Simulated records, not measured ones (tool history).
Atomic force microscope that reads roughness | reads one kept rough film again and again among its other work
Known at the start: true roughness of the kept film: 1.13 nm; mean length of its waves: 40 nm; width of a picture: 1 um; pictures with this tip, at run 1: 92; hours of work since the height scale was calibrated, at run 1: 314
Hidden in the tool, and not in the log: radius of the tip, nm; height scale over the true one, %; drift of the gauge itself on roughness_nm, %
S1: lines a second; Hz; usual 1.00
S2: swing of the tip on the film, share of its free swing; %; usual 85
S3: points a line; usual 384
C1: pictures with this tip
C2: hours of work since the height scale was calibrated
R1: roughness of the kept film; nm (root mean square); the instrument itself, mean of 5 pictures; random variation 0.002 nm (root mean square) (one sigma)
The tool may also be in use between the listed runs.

run   hour    S1  S2   S3   C1   C2     R1
  1    0.0  1.00  85  384   92  314  0.978
  2   12.0  1.00  85  384  111  319  0.982
  3   34.0  1.00  85  384  146  329  0.982
  4   52.9  1.00  85  282  176  338  0.979
  5   70.7  1.00  85  282  205  346  0.978
  6   92.5  1.00  85  384  240  356  0.981
  7  114.9  1.00  85  384  276  367  0.983
  8  130.7  1.00  85  384  301  374  0.982
     150.8  -- new tip fitted
  9  155.4  1.00  85  384    7  385  0.981
 10  170.7  1.00  85  833   32  392  0.984
 11  184.4  1.00  85  833   54  399  0.985
 12  201.0  1.00  85  833   80  406  0.984
 13  211.3  1.00  85  833   97  411  0.985
 14  228.6  1.00  85  833  124  419  0.986
 15  251.0  1.00  85  833  160  429  0.982
 16  272.7  1.00  85  833  195  439  0.981
 17  288.2  1.00  85  327  220  446  0.979
 18  310.6  1.00  85  384  256  457  0.980
 19  327.3  1.00  68  384  283  464  1.049
 20  351.4  1.00  85  384  321  475  0.980
     360.2  -- new tip fitted
 21  374.2  1.00  85  384   22  486  0.980
 22  390.8  1.00  85  384   48  493  0.982
 23  411.1  1.00  85  287   81  503  0.981
 24  429.8  1.00  85  287  111  511  0.977
 25  444.5  1.00  85  782  135  518  0.984
 26  460.3  1.29  85  384  160  525  0.948
 27  473.4  1.89  65  847  181  531  1.023
 28  488.8  0.62  85  384  206  539  1.023
 29  506.7  0.82  85  384  234  547  1.001
 30  521.0  0.82  85  384  257  553  1.006
 31  533.6  3.83  75  278  277  559  0.850
 32  556.0  1.00  58  833  313  570  1.076
     569.0  -- new tip fitted
 33  575.6  1.00  58  833   11  578  1.080
 34  599.9  1.68  61  404   50  590  1.049
 35  623.9  0.95  61  561   88  601  1.073
 36  646.7  3.51  74  285  125  611  0.880
 37  670.1  3.51  74  285  162  622  0.876
 38  683.4  3.51  74  285  184  628  0.880
 39  706.1  2.20  85  384  220  639  0.863
 40  725.5  0.87  60  384  251  647  1.076
 41  747.3  1.87  60  776  286  658  1.046
 42  764.2  1.22  81  776  313  665  0.984
     778.0  -- new tip fitted
 43  785.2  1.00  85  643   11  675  0.983
 44  798.7  1.00  85  643   33  681  0.983
 45  813.8  0.66  77  321   57  688  1.042
 46  837.2  1.70  64  479   94  699  1.036
 47  855.4  1.70  64  479  124  707  1.034
 48  876.5  1.70  64  479  157  717  1.035
 49  894.6  0.57  56  675  186  725  1.092
 50  913.7  1.73  84  468  217  734  0.915
 51  929.5  0.80  85  562  242  741  1.005
 52  950.3  0.80  85  562  276  751  1.007

Forecast each of these 5 alternatives for the next run:
  A  967.6  1.57  72  677  304  759   ?
  B  967.6  0.75  56  777  304  759   ?
  C  967.6  2.38  81  289  304  759   ?
  D  967.6  2.50  74  384  304  759   ?
  E  967.6  1.83  66  612  304  759   ?

run     R1
  A  1.004
  B  1.088
  C  0.882
  D  0.933
  E  1.024
Without the tool's hidden state the same runs would have given:
run     R1
  A  1.004
  B  1.089
  C  0.883
  D  0.934
  E  1.025
